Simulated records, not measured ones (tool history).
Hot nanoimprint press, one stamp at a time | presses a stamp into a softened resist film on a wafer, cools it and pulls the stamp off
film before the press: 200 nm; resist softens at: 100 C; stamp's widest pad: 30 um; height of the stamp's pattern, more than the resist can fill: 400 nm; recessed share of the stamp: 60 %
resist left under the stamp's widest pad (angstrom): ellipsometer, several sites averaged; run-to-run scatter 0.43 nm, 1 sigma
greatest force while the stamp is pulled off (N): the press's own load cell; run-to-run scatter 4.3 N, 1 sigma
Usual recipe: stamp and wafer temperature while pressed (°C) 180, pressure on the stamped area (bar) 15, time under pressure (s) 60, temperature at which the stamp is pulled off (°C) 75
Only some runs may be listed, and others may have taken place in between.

run	day	stamp and wafer temperature while pressed (°C)	pressure on the stamped area (bar)	time under pressure (s)	temperature at which the stamp is pulled off (°C)	resist left under the stamp's widest pad (angstrom)	greatest force while the stamp is pulled off (N)
1	0	180	15	60	75	1011	271
2	1.029	180	15	60	75	1017	279
3	1.875	180	15	60	75	1019	262
4	2.604	180	15	34	75	1219	276
5	3.4	180	15	60	75	1007	288
6	4.85	180	15	60	75	1021	284
# day 5.696: stamp cleaned and given a new release coat
7	6.554	172	15	60	75	1293	215
8	7.233	180	15	60	75	1018	209
9	8.042	180	15	60	75	1017	218
10	8.983	180	15	60	75	1021	223
11	9.942	180	15	60	75	1027	219
12	11.275	180	15	60	75	1030	236
13	12.842	180	15	60	75	1031	225
14	13.821	180	15	60	75	1029	237
15	15.017	180	15	60	75	1043	239
16	16.4	180	15	110	71	844	273
17	18.008	169	15	32	75	1621	258
# day 18.825: press's hydraulic seals changed and the load cell set to zero
18	19.775	186	15.6	50	80	892	223
19	21.175	174	15.6	95	62	1060	369
20	22.275	180	17.6	45	75	1054	274
21	23.492	182	19.9	60	75	843	263
22	24.183	192	22.8	94	66	481	351
23	25.779	180	15	60	73	1040	299

Expected results for the next run?
# day 26.729: plate thermocouple calibrated
24	27.175	180	15	60	73	?	?

{"run 24": {"resist left under the stamp's widest pad (angstrom)": 1003, "greatest force while the stamp is pulled off (N)": 297}}
Minus the tool's unlogged condition, the same run would have read resist left under the stamp's widest pad (angstrom) 1003, greatest force while the stamp is pulled off (N) 228.

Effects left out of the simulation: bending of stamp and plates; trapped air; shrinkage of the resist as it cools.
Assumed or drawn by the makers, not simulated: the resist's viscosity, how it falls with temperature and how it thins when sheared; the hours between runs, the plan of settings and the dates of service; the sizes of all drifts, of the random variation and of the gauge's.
